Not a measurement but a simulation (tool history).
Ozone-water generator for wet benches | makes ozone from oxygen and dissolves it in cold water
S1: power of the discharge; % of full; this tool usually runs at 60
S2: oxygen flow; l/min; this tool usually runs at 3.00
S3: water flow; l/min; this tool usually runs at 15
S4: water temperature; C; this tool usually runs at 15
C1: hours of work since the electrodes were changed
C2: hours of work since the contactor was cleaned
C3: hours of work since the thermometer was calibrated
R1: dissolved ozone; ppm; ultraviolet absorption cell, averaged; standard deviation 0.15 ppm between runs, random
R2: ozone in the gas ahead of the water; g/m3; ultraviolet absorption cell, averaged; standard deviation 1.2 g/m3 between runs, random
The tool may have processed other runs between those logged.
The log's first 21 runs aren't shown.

{"run": 22, "hour": 543.4, "S1": 66, "S2": 1.89, "S3": 10, "S4": 16, "C1": 459, "C2": 25, "C3": 2029, "R1": 23.2, "R2": 284.3}
{"run": 23, "hour": 572.3, "S1": 66, "S2": 1.89, "S3": 10, "S4": 16, "C1": 479, "C2": 44, "C3": 2049, "R1": 23.3, "R2": 283.4}
{"run": 24, "hour": 604.7, "S1": 78, "S2": 4.19, "S3": 13, "S4": 17, "C1": 501, "C2": 67, "C3": 2071, "R1": 24.4, "R2": 233.2}
{"run": 25, "hour": 628.6, "S1": 78, "S2": 4.19, "S3": 13, "S4": 17, "C1": 518, "C2": 83, "C3": 2088, "R1": 24.4, "R2": 231.7}
{"hour": 646.3, "done": "contactor cleaned, once more"}
{"run": 26, "hour": 653.9, "S1": 63, "S2": 1.62, "S3": 13, "S4": 17, "C1": 532, "C2": 5, "C3": 2103, "R1": 17.7, "R2": 292.3}
{"run": 27, "hour": 683.7, "S1": 64, "S2": 3.76, "S3": 24, "S4": 17, "C1": 553, "C2": 26, "C3": 2123, "R1": 12.8, "R2": 206.9}
{"run": 28, "hour": 719.8, "S1": 78, "S2": 1.7, "S3": 10, "S4": 8, "C1": 577, "C2": 51, "C3": 2148, "R1": 28.9, "R2": 336.4}
{"run": 29, "hour": 752.7, "S1": 50, "S2": 2.35, "S3": 10, "S4": 8, "C1": 600, "C2": 73, "C3": 2170, "R1": 22.3, "R2": 206.4}
{"run": 30, "hour": 768.7, "S1": 60, "S2": 3.78, "S3": 9, "S4": 15, "C1": 611, "C2": 84, "C3": 2181, "R1": 26.8, "R2": 195.1}
{"run": 31, "hour": 789.3, "S1": 62, "S2": 2.96, "S3": 9, "S4": 15, "C1": 625, "C2": 98, "C3": 2196, "R1": 27.0, "R2": 222.2}
{"run": 32, "hour": 823.6, "S1": 62, "S2": 2.96, "S3": 9, "S4": 15, "C1": 649, "C2": 122, "C3": 2219, "R1": 27.6, "R2": 221.6}
{"run": 33, "hour": 852.3, "S1": 41, "S2": 2.96, "S3": 9, "S4": 7, "C1": 668, "C2": 141, "C3": 2239, "R1": 22.1, "R2": 160.0}

Predict each of these 4 candidate next runs independently; none follows another, all start after run 33:
{"run": "A", "hour": 876.3, "S1": 41, "S2": 3.26, "S3": 9, "S4": 8, "C1": 685, "C2": 158, "C3": 2255, "R1": "?", "R2": "?"}
{"run": "B", "hour": 876.3, "S1": 82, "S2": 3.0, "S3": 19, "S4": 9, "C1": 685, "C2": 158, "C3": 2255, "R1": "?", "R2": "?"}
{"run": "C", "hour": 876.3, "S1": 60, "S2": 3.0, "S3": 15, "S4": 22, "C1": 685, "C2": 158, "C3": 2255, "R1": "?", "R2": "?"}
{"run": "D", "hour": 876.3, "S1": 60, "S2": 4.24, "S3": 19, "S4": 16, "C1": 685, "C2": 158, "C3": 2255, "R1": "?", "R2": "?"}

run=A R1=22.0 R2=154.1
run=B R1=19.5 R2=277.2
run=C R1=16.1 R2=218.4
run=D R1=15.2 R2=186.6
Without the tool's hidden state the same runs would have given:
run=A R1=22.4 R2=155.7
run=B R1=20.1 R2=282.9
run=C R1=16.5 R2=221.9
run=D R1=15.6 R2=189.6
